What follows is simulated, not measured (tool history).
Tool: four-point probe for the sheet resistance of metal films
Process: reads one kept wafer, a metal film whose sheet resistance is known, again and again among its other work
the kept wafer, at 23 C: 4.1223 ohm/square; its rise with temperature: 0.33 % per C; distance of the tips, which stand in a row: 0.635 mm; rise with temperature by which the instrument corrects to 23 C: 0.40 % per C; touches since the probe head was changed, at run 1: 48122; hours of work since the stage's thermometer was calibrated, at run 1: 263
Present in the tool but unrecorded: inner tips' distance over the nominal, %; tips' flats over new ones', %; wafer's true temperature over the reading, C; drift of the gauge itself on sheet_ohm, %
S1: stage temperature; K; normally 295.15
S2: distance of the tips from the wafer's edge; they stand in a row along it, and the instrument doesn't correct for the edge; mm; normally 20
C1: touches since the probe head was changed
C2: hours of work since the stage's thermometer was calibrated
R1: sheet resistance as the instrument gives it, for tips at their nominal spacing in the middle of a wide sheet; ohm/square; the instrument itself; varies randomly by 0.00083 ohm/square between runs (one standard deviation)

Run 1, day 0: usual settings; C1 48122; C2 263. Result: R1 4.102063 ohm/square.
Run 2, day 0.279: usual settings; C1 48396; C2 268. Result: R1 4.101476 ohm/square.
Run 3, day 0.896: usual settings; C1 48995; C2 279. Result: R1 4.100485 ohm/square.
Run 4, day 1.358: usual settings; C1 49447; C2 286. Result: R1 4.100545 ohm/square.
Run 5, day 1.825: usual settings but S1 299.15 K; C1 49900; C2 294. Result: R1 4.087347 ohm/square.
Run 6, day 2.121: usual settings but S1 299.15 K; C1 50189; C2 299. Result: R1 4.087744 ohm/square.
Run 7, day 2.767: usual settings but S1 299.15 K; C1 50819; C2 310. Result: R1 4.086354 ohm/square.
Run 8, day 3.288: usual settings but S1 297.15 K; C1 51326; C2 319. Result: R1 4.093475 ohm/square.
Run 9, day 3.708: usual settings but S1 297.15 K; C1 51737; C2 326. Result: R1 4.091731 ohm/square.
Run 10, day 4.238: usual settings but S2 62 mm; C1 52252; C2 335. Result: R1 4.094974 ohm/square.
Run 11, day 4.738: usual settings but S2 29 mm; C1 52741; C2 344. Result: R1 4.095693 ohm/square.
Run 12, day 5.125: usual settings but S2 43 mm; C1 53118; C2 350. Result: R1 4.095823 ohm/square.
Run 13, day 5.617: usual settings; C1 53599; C2 359. Result: R1 4.095594 ohm/square.
Run 14, day 6.179: usual settings but S2 5 mm; C1 54148; C2 368. Result: R1 4.129529 ohm/square.
Run 15, day 6.596: usual settings but S2 5 mm; C1 54553; C2 375. Result: R1 4.130622 ohm/square.
Run 16, day 6.988: usual settings but S2 5 mm; C1 54936; C2 382. Result: R1 4.12875 ohm/square.
Run 17, day 7.371: usual settings but S2 5 mm; C1 55307; C2 388. Result: R1 4.129428 ohm/square.
Run 18, day 7.65: usual settings but S1 297.15 K, S2 5 mm; C1 55582; C2 393. Result: R1 4.122713 ohm/square.
Run 19, day 7.958: usual settings but S1 292.15 K, S2 19 mm; C1 55882; C2 398. Result: R1 4.103386 ohm/square.
Run 20, day 8.588: usual settings but S1 298.15 K, S2 41 mm; C1 56496; C2 409. Result: R1 4.084947 ohm/square.
Run 21, day 9.175: usual settings but S1 305.15 K, S2 4 mm; C1 57068; C2 419. Result: R1 4.118224 ohm/square.
Run 22, day 9.7: usual settings but S1 296.15 K, S2 14 mm; C1 57579; C2 428. Result: R1 4.093664 ohm/square.
Run 23, day 10.204: usual settings but S1 296.15 K, S2 37 mm; C1 58070; C2 436. Result: R1 4.090254 ohm/square.
Run 24, day 10.646: usual settings but S1 300.15 K, S2 6 mm; C1 58501; C2 444. Result: R1 4.100063 ohm/square.
Run 25, day 10.962: usual settings but S1 308.15 K, S2 19 mm; C1 58812; C2 449. Result: R1 4.057371 ohm/square.
Run 26, day 11.6: usual settings but S1 297.15 K, S2 4 mm; C1 59433; C2 460. Result: R1 4.138805 ohm/square.
Run 27, day 11.875: usual settings but S1 297.15 K, S2 4 mm; C1 59699; C2 465. Result: R1 4.138831 ohm/square.
Run 28, day 12.154: usual settings but S1 294.15 K, S2 21 mm; C1 59973; C2 469. Result: R1 4.096068 ohm/square.
Run 29, day 12.542: usual settings but S1 294.15 K, S2 21 mm; C1 60351; C2 476. Result: R1 4.096012 ohm/square.

Consider 5 possible next runs. They are alternatives, not a sequence: every one starts from the tool as it was left by run 29. What does each give?
Run A, day 12.883: usual settings but S1 303.15 K, S2 9 mm; C1 60682; C2 482. Result: R1 ?.
Run B, day 12.883: usual settings but S1 298.15 K, S2 13 mm; C1 60682; C2 482. Result: R1 ?.
Run C, day 12.883: usual settings but S1 303.15 K; C1 60682; C2 482. Result: R1 ?.
Run D, day 12.883: usual settings but S1 302.15 K; C1 60682; C2 482. Result: R1 ?.
Run E, day 12.883: usual settings but S1 297.15 K, S2 4 mm; C1 60682; C2 482. Result: R1 ?.

run        R1
  A  4.077559
  B  4.085905
  C  4.067636
  D  4.071289
  E  4.138664
The same runs, with their run-to-run variation unchanged, on a tool lacking any hidden condition would have given:
run        R1
  A  4.113101
  B  4.121555
  C  4.103097
  D  4.106788
  E  4.174749
